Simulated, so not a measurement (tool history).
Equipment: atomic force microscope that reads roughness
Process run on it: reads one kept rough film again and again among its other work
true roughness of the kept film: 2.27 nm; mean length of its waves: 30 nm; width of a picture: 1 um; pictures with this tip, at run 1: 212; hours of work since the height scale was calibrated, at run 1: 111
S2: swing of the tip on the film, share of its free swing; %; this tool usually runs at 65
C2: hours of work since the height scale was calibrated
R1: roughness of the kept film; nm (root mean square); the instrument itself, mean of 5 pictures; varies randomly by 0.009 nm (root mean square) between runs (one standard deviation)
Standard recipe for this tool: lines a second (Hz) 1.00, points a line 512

Run 1, hour 0.0: usual settings; pictures with this tip 212; C2 111. Result: R1 2.020 nm (root mean square).
Run 2, hour 8.5: usual settings but lines a second (Hz) 0.56; pictures with this tip 224; C2 116. Result: R1 2.039 nm (root mean square).
Run 3, hour 15.0: usual settings; pictures with this tip 233; C2 119. Result: R1 2.013 nm (root mean square).
Run 4, hour 23.8: usual settings; pictures with this tip 245; C2 124. Result: R1 2.025 nm (root mean square).
Run 5, hour 29.9: usual settings; pictures with this tip 254; C2 127. Result: R1 2.025 nm (root mean square).
Run 6, hour 34.8: usual settings; pictures with this tip 261; C2 130. Result: R1 2.026 nm (root mean square).
Run 7, hour 40.8: usual settings but lines a second (Hz) 2.39; pictures with this tip 269; C2 133. Result: R1 1.984 nm (root mean square).
Run 8, hour 46.2: usual settings but lines a second (Hz) 2.39; pictures with this tip 276; C2 136. Result: R1 1.989 nm (root mean square).
Run 9, hour 56.3: usual settings but lines a second (Hz) 2.39; pictures with this tip 290; C2 141. Result: R1 1.985 nm (root mean square).
Run 10, hour 63.8: usual settings but lines a second (Hz) 2.39; pictures with this tip 301; C2 145. Result: R1 1.983 nm (root mean square).
Run 11, hour 69.7: usual settings but lines a second (Hz) 2.39, S2 62 %; pictures with this tip 309; C2 148. Result: R1 2.009 nm (root mean square).
Run 12, hour 79.0: usual settings but lines a second (Hz) 2.39, S2 62 %; pictures with this tip 322; C2 153. Result: R1 1.998 nm (root mean square).
Run 13, hour 83.9: usual settings but lines a second (Hz) 2.39, S2 62 %; pictures with this tip 329; C2 156. Result: R1 1.993 nm (root mean square).
Run 14, hour 91.1: usual settings but S2 56 %; pictures with this tip 339; C2 160. Result: R1 2.039 nm (root mean square).
Run 15, hour 101.0: usual settings but S2 56 %; pictures with this tip 352; C2 165. Result: R1 2.047 nm (root mean square).
Run 16, hour 109.1: usual settings but lines a second (Hz) 0.57, S2 56 %; pictures with this tip 363; C2 169. Result: R1 2.027 nm (root mean square).
Run 17, hour 116.7: usual settings but S2 72 %; pictures with this tip 374; C2 173. Result: R1 2.017 nm (root mean square).
At hour 120.5: new tip fitted.
Run 18, hour 127.4: usual settings but S2 72 %; pictures with this tip 9; C2 179. Result: R1 2.021 nm (root mean square).
Run 19, hour 136.7: usual settings but S2 72 %; pictures with this tip 22; C2 184. Result: R1 2.034 nm (root mean square).
Run 20, hour 144.4: usual settings but S2 72 %; pictures with this tip 33; C2 188. Result: R1 2.013 nm (root mean square).
Run 21, hour 152.4: usual settings but lines a second (Hz) 2.92, S2 72 %; pictures with this tip 44; C2 192. Result: R1 1.934 nm (root mean square).
Run 22, hour 157.6: usual settings but lines a second (Hz) 2.92, S2 72 %; pictures with this tip 51; C2 195. Result: R1 1.939 nm (root mean square).
Run 23, hour 166.1: usual settings but points a line 719; pictures with this tip 63; C2 199. Result: R1 2.032 nm (root mean square).
Run 24, hour 170.9: usual settings; pictures with this tip 69; C2 202. Result: R1 2.018 nm (root mean square).
Run 25, hour 177.2: usual settings; pictures with this tip 78; C2 205. Result: R1 2.011 nm (root mean square).
Run 26, hour 187.1: usual settings but lines a second (Hz) 1.04, S2 87 %, points a line 420; pictures with this tip 92; C2 210. Result: R1 1.959 nm (root mean square).
Run 27, hour 196.3: usual settings but lines a second (Hz) 3.91, S2 86 %, points a line 289; pictures with this tip 105; C2 215. Result: R1 1.757 nm (root mean square).
Run 28, hour 205.7: usual settings but lines a second (Hz) 2.88, S2 60 %, points a line 427; pictures with this tip 118; C2 220. Result: R1 1.982 nm (root mean square).
Run 29, hour 212.9: usual settings but lines a second (Hz) 0.54, S2 60 %, points a line 278; pictures with this tip 128; C2 224. Result: R1 2.015 nm (root mean square).
Run 30, hour 221.6: usual settings but lines a second (Hz) 0.54, S2 60 %, points a line 278; pictures with this tip 140; C2 229. Result: R1 2.023 nm (root mean square).
Run 31, hour 229.4: usual settings but lines a second (Hz) 0.54, S2 63 %, points a line 618; pictures with this tip 150; C2 233. Result: R1 2.060 nm (root mean square).
Run 32, hour 238.8: usual settings but lines a second (Hz) 0.54, S2 63 %, points a line 618; pictures with this tip 163; C2 238. Result: R1 2.036 nm (root mean square).
Run 33, hour 244.6: usual settings but lines a second (Hz) 3.39, S2 67 %; pictures with this tip 172; C2 241. Result: R1 1.950 nm (root mean square).
Run 34, hour 252.8: usual settings but lines a second (Hz) 3.39, S2 72 %; pictures with this tip 183; C2 245. Result: R1 1.920 nm (root mean square).
Run 35, hour 258.2: usual settings but S2 81 %; pictures with this tip 190; C2 248. Result: R1 1.995 nm (root mean square).
Run 36, hour 264.7: usual settings but S2 81 %; pictures with this tip 199; C2 252. Result: R1 2.004 nm (root mean square).
Run 37, hour 270.0: usual settings but S2 81 %; pictures with this tip 207; C2 255. Result: R1 1.995 nm (root mean square).
Run 38, hour 279.2: usual settings but lines a second (Hz) 0.95, points a line 467; pictures with this tip 219; C2 259. Result: R1 2.011 nm (root mean square).
Run 39, hour 288.8: usual settings but lines a second (Hz) 0.95, points a line 467; pictures with this tip 233; C2 265. Result: R1 2.031 nm (root mean square).
Run 40, hour 297.5: usual settings but lines a second (Hz) 0.95, S2 72 %, points a line 676; pictures with this tip 245; C2 269. Result: R1 2.003 nm (root mean square).
Run 41, hour 303.8: usual settings but S2 87 %; pictures with this tip 253; C2 273. Result: R1 1.961 nm (root mean square).
Run 42, hour 312.7: usual settings but S2 55 %, points a line 812; pictures with this tip 266; C2 277. Result: R1 2.043 nm (root mean square).
Run 43, hour 319.5: usual settings but S2 55 %, points a line 812; pictures with this tip 275; C2 281. Result: R1 2.049 nm (root mean square).
Run 44, hour 326.7: usual settings but lines a second (Hz) 0.52, S2 59 %, points a line 322; pictures with this tip 285; C2 285. Result: R1 2.043 nm (root mean square).
Run 45, hour 337.1: usual settings but lines a second (Hz) 0.52, S2 59 %, points a line 322; pictures with this tip 300; C2 290. Result: R1 2.039 nm (root mean square).
Run 46, hour 341.8: usual settings but lines a second (Hz) 3.28, S2 81 %, points a line 705; pictures with this tip 306; C2 293. Result: R1 1.868 nm (root mean square).
Run 47, hour 347.9: usual settings but lines a second (Hz) 3.28, S2 81 %, points a line 705; pictures with this tip 315; C2 296. Result: R1 1.874 nm (root mean square).

Here are 4 independent what-if runs from the current tool condition. What would each one return?
Run A, hour 357.8: usual settings but lines a second (Hz) 0.53, S2 89 %, points a line 705; pictures with this tip 328; C2 301. Result: R1 ?.
Run B, hour 357.8: usual settings but lines a second (Hz) 3.28, S2 68 %, points a line 705; pictures with this tip 328; C2 301. Result: R1 ?.
Run C, hour 357.8: usual settings but lines a second (Hz) 2.63, S2 81 %, points a line 441; pictures with this tip 328; C2 301. Result: R1 ?.
Run D, hour 357.8: usual settings but lines a second (Hz) 3.28, S2 60 %, points a line 705; pictures with this tip 328; C2 301. Result: R1 ?.

run     R1
  A  1.994
  B  1.948
  C  1.882
  D  2.000
What these runs would have given with no unlogged condition in the tool:
run     R1
  A  1.998
  B  1.952
  C  1.885
  D  2.003
